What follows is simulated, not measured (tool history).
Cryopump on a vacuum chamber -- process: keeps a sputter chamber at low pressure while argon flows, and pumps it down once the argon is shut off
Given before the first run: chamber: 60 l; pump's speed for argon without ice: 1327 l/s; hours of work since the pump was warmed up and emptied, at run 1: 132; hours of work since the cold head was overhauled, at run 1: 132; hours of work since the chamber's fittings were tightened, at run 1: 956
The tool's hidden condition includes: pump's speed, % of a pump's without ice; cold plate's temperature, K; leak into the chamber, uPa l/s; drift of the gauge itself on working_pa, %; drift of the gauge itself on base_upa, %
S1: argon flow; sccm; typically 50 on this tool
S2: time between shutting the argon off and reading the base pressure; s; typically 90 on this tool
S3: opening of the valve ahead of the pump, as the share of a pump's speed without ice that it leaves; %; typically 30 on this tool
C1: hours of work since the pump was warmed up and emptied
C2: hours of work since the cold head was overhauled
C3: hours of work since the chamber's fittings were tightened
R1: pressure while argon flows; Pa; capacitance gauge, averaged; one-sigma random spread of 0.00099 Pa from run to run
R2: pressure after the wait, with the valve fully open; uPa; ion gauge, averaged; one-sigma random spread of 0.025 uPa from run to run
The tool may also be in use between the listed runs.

| run | day | S1 | S2 | S3 | C1 | C2 | C3 | R1 | R2 |
|---|---|---|---|---|---|---|---|---|---|
| 1 | 0.000 | 50 | 90 | 30 | 132 | 132 | 956 | 0.2163 | 1.19 |
| 2 | 0.567 | 50 | 90 | 30 | 142 | 142 | 966 | 0.2154 | 1.27 |
| 3 | 0.917 | 50 | 88 | 30 | 148 | 148 | 972 | 0.2159 | 1.21 |
| 4 | 1.521 | 50 | 88 | 57 | 158 | 158 | 982 | 0.1139 | 1.25 |
| 5 | 1.850 | 50 | 88 | 57 | 163 | 163 | 987 | 0.1170 | 1.25 |
| 6 | 2.408 | 50 | 88 | 57 | 173 | 173 | 997 | 0.1165 | 1.25 |
| 7 | 2.754 | 50 | 88 | 57 | 178 | 178 | 1002 | 0.1165 | 1.24 |
| 8 | 3.254 | 54 | 156 | 22 | 187 | 187 | 1011 | 0.3193 | 0.94 |
| 9 | 3.533 | 27 | 59 | 16 | 191 | 191 | 1015 | 0.2176 | 1.60 |
| 10 | 4.167 | 36 | 100 | 15 | 202 | 202 | 1026 | 0.3078 | 1.17 |
| 11 | 4.458 | 23 | 33 | 30 | 207 | 207 | 1031 | 0.0992 | 2.54 |
| 12 | 4.742 | 94 | 115 | 41 | 211 | 211 | 1035 | 0.3001 | 1.08 |
| 13 | 5.071 | 39 | 65 | 17 | 217 | 217 | 1041 | 0.2968 | 1.53 |
| 14 | 5.438 | 39 | 65 | 17 | 223 | 223 | 1047 | 0.2954 | 1.51 |

Forecast each of these 4 alternatives for the next run:
| A | 5.692 | 56 | 253 | 28 | 227 | 227 | 1051 | ? | ? |
| B | 5.692 | 32 | 64 | 25 | 227 | 227 | 1051 | ? | ? |
| C | 5.692 | 23 | 68 | 17 | 227 | 227 | 1051 | ? | ? |
| D | 5.692 | 43 | 24 | 30 | 227 | 227 | 1051 | ? | ? |

| run | R1 | R2 |
|---|---|---|
| A | 0.2623 | 0.77 |
| B | 0.1674 | 1.60 |
| C | 0.1744 | 1.46 |
| D | 0.1867 | 3.30 |
With the hidden condition removed and each run's random variation left untouched, the same runs would have given:
| run | R1 | R2 |
|---|---|---|
| A | 0.2563 | 0.49 |
| B | 0.1640 | 1.30 |
| C | 0.1719 | 1.18 |
| D | 0.1821 | 3.01 |
